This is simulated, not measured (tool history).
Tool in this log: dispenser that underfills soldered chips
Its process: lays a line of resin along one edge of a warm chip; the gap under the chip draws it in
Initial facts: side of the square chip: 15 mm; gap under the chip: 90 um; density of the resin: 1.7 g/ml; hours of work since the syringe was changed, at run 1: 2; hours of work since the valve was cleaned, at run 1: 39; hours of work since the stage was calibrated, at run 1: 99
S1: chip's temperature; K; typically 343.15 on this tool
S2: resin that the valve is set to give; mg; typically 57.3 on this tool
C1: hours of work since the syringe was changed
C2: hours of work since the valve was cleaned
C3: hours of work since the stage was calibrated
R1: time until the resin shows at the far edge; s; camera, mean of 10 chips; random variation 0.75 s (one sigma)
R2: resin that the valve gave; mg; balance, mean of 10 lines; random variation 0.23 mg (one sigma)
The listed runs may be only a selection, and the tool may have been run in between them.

run   hour      S1    S2  C1  C2   C3     R1     R2
  1    0.0  343.15  57.3   2  39   99   79.3  55.43
       4.4  -- new syringe of resin
  2    5.4  343.15  57.3   1  43  103   72.3  55.47
  3   10.7  343.15  54.8   4  46  106   88.2  52.85
      12.2  -- new syringe of resin
  4   14.8  343.15  57.3   2  49  109   75.2  55.13
  5   18.0  356.15  57.3   4  51  111   53.7  55.29
      20.2  -- new syringe of resin
  6   22.2  343.15  58.9   1  54  114   72.9  56.63
      28.1  -- new syringe of resin
  7   29.2  343.15  57.3   1  59  119   70.5  54.59
      36.1  -- new syringe of resin
  8   36.1  343.15  57.3   0  63  123   68.6  54.65
  9   40.3  343.15  57.3   3  66  126   81.8  54.35
      44.0  -- new syringe of resin
 10   45.8  343.15  57.3   1  70  130   73.6  54.38
 11   48.7  343.15  67.2   3  72  132   80.6  63.68
      52.2  -- new syringe of resin
 12   53.9  343.15  67.2   1  75  135   72.3  63.42
 13   58.6  343.15  67.2   4  79  139   85.3  62.84
      60.5  -- new syringe of resin
      64.2  -- dispensing valve cleaned and set on the balance
 14   66.1  343.15  67.2   3   1  143   80.9  67.37
      69.5  -- new syringe of resin
 15   73.3  343.15  67.2   3   6  148   78.2  67.04
      77.6  -- new syringe of resin
 16   78.2  343.15  54.8   0   9  151   69.4  54.81
 17   84.0  343.15  57.3   4  13  155   87.5  56.84
      85.6  -- new syringe of resin
 18   89.7  343.15  57.3   3  17  159   78.5  56.91
 19   92.9  343.15  56.0   5  19  161   88.5  55.59
      93.6  -- new syringe of resin
 20   96.4  329.15  63.7   2  22  163  125.8  63.05
     101.7  -- new syringe of resin
 21  102.7  329.15  63.7   1  26  167  118.5  62.81
 22  105.6  329.15  63.7   3  28  170  131.5  62.62
     109.9  -- new syringe of resin
 23  112.6  329.15  63.7   2  33  174  127.3  62.60
 24  116.8  329.15  63.7   5  36  177  147.4  62.23
     117.8  -- new syringe of resin
 25  121.3  329.15  63.7   2  39  180  132.3  62.06
 26  124.4  329.15  63.7   5  41  182  147.2  62.06
     125.8  -- new syringe of resin
 27  130.0  329.15  52.3   3  44  186  134.3  50.34
     133.8  -- new syringe of resin
 28  135.6  348.15  73.5   1  48  190   58.6  70.61
     141.6  -- new syringe of resin
 29  142.8  329.15  68.7   1  53  195  116.5  66.03
 30  148.2  345.15  51.5   5  57  198   80.4  49.13
     149.5  -- new syringe of resin
 31  155.1  351.15  51.9   4  61  203   64.8  49.22
     157.4  -- new syringe of resin
 32  159.2  340.15  73.1   1  64  206   81.8  69.66
 33  163.7  342.15  63.6   4  67  209   89.9  60.18
     165.5  -- new syringe of resin
 34  169.6  342.15  63.6   3  71  213   81.6  60.02

Run 35 is up next; what results do you expect?
     173.6  -- new syringe of resin
 35  176.6  343.15  66.5   2  76  217   ?   ?

{"run 35": {"R1": 73.4, "R2": 62.26}}
With the hidden condition absent and the run-to-run variation left alone, this run would have shown R1 68.0 s, R2 66.25 mg.

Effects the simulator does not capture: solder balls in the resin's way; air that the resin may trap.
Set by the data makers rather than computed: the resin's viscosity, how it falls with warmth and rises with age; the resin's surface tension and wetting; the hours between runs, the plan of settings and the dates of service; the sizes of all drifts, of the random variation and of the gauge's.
